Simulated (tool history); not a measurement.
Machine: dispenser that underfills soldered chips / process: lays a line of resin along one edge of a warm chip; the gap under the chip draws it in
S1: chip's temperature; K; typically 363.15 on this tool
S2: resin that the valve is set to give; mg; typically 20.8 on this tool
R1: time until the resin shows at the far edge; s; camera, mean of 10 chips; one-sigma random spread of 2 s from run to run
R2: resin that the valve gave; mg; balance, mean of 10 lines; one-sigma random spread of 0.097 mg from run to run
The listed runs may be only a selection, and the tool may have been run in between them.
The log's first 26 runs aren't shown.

{"hour": 124.7, "done": "new syringe of resin"}
{"run": 27, "hour": 129.1, "S1": 367.15, "S2": 20.6, "R1": 199.6, "R2": 20.04}
{"run": 28, "hour": 132.1, "S1": 367.15, "S2": 20.6, "R1": 230.6, "R2": 20.09}
{"run": 29, "hour": 137.1, "S1": 362.15, "S2": 20.8, "R1": 387.4, "R2": 20.24}
{"hour": 137.8, "done": "new syringe of resin"}
{"run": 30, "hour": 142.0, "S1": 362.15, "S2": 20.8, "R1": 252, "R2": 20.2}
{"run": 31, "hour": 145.1, "S1": 362.15, "S2": 20.8, "R1": 297.7, "R2": 20.05}
{"run": 32, "hour": 149.3, "S1": 363.15, "S2": 24.3, "R1": 343.7, "R2": 23.55}
{"hour": 150.7, "done": "new syringe of resin"}
{"run": 33, "hour": 154.1, "S1": 363.15, "S2": 24.3, "R1": 228.5, "R2": 23.48}
{"run": 34, "hour": 157.9, "S1": 359.15, "S2": 26.4, "R1": 336.5, "R2": 25.32}
{"hour": 163.7, "done": "new syringe of resin"}
{"run": 35, "hour": 163.7, "S1": 364.15, "S2": 26.7, "R1": 183.6, "R2": 25.58}
{"run": 36, "hour": 166.9, "S1": 352.15, "S2": 26.1, "R1": 380.5, "R2": 25.33}
{"run": 37, "hour": 172.4, "S1": 352.15, "S2": 26.1, "R1": 506.8, "R2": 24.96}

Consider 3 possible next runs. They are alternatives, not a sequence: every one starts from the tool as it was left by run 37. What does each give?
{"hour": 177.0, "done": "new syringe of resin"}
{"run": "A", "hour": 178.8, "S1": 352.15, "S2": 21.6, "R1": "?", "R2": "?"}
{"hour": 177.0, "done": "new syringe of resin"}
{"run": "B", "hour": 178.8, "S1": 352.15, "S2": 20.4, "R1": "?", "R2": "?"}
{"hour": 177.0, "done": "new syringe of resin"}
{"run": "C", "hour": 178.8, "S1": 352.15, "S2": 23.7, "R1": "?", "R2": "?"}

run=A R1=360.9 R2=20.49
run=B R1=362.1 R2=19.49
run=C R1=358 R2=22.72
With no hidden state in the tool, these same runs would have given:
run=A R1=353.9 R2=21.41
run=B R1=354.6 R2=20.37
run=C R1=351.5 R2=23.74
